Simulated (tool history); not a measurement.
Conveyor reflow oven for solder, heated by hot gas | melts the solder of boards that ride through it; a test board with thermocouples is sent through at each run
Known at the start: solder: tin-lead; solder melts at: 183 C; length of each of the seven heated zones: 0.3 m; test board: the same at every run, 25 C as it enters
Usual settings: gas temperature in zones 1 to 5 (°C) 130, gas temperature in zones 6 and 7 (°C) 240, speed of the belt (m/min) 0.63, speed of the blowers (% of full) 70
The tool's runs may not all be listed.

run,hour,gas temperature in zones 1 to 5 (°C),gas temperature in zones 6 and 7 (°C),speed of the belt (m/min),speed of the blowers (% of full),highest temperature of the board (°C),time above the solder's melting point (s)
1,0,130,240,0.63,70,224.5,45.1
2,24.5,130,240,0.63,70,224.6,45.1
3,60.8,130,240,0.63,70,223.9,45.1
# hour 80: thermocouples of zones 6 and 7 changed
4,88.8,130,240,0.63,70,220.3,43
5,142.5,130,240,0.63,70,220,43.1
6,168.3,130,240,0.63,70,220,43.1
7,205.8,130,240,0.63,70,219.9,43
8,250.3,130,240,0.63,70,220,42.6
9,276.5,130,240,0.63,70,219.7,42.7
10,307,130,240,0.63,57,215.9,39.8
11,358.2,130,240,0.63,57,215.6,40
12,388,130,240,0.63,57,215.5,39.9
13,441.7,130,240,0.63,60,216.8,40.3
14,473.1,130,240,0.63,70,219.4,42.4
15,522.5,130,240,0.63,70,219,42.3
16,552,119,240,0.566,63,219.2,44.8
17,596.9,130,240,0.689,56,210.6,32.6
18,652.7,138,231,0.504,56,216.8,54.7
19,678.7,121,240,0.532,87,226.9,54
20,725.3,128,250,0.63,58,222.7,43.8
# hour 751.3: flux residue cleaned out of gas plates and filters
21,780.4,117,253,0.532,58,235,56.8
22,804.7,117,253,0.512,58,236.5,60
23,841.4,131,253,0.557,58,235.3,57.5
24,877.2,131,253,0.557,58,235.5,57.6
25,924.6,131,253,0.721,84,232.1,43
26,959.8,145,253,0.721,67,229.9,45.5
27,1016.8,145,253,0.721,67,229.8,45.4
28,1058.8,128,236,0.634,70,217.5,41.5
29,1094.1,128,236,0.634,70,217.4,41.3
30,1143,129,236,0.55,54,218.4,48.4

5 ways to go on from here, each from the tool as it stands after run 30. What would each give?
A,1179.4,130,233,0.725,73,?,?
B,1179.4,137,240,0.588,53,?,?
C,1179.4,130,245,0.63,63,?,?
D,1179.4,140,250,0.63,70,?,?
E,1179.4,121,236,0.555,54,?,?

run,highest temperature of the board (°C),time above the solder's melting point (s)
A,210.8,31.7
B,220.5,48.5
C,223.6,45.4
D,232,52
E,216.4,44.4
Without the tool's hidden state the same runs would have given:
run,highest temperature of the board (°C),time above the solder's melting point (s)
A,210.2,30.6
B,219.2,46.3
C,222.7,43.6
D,231.1,50.1
E,215.1,42.2

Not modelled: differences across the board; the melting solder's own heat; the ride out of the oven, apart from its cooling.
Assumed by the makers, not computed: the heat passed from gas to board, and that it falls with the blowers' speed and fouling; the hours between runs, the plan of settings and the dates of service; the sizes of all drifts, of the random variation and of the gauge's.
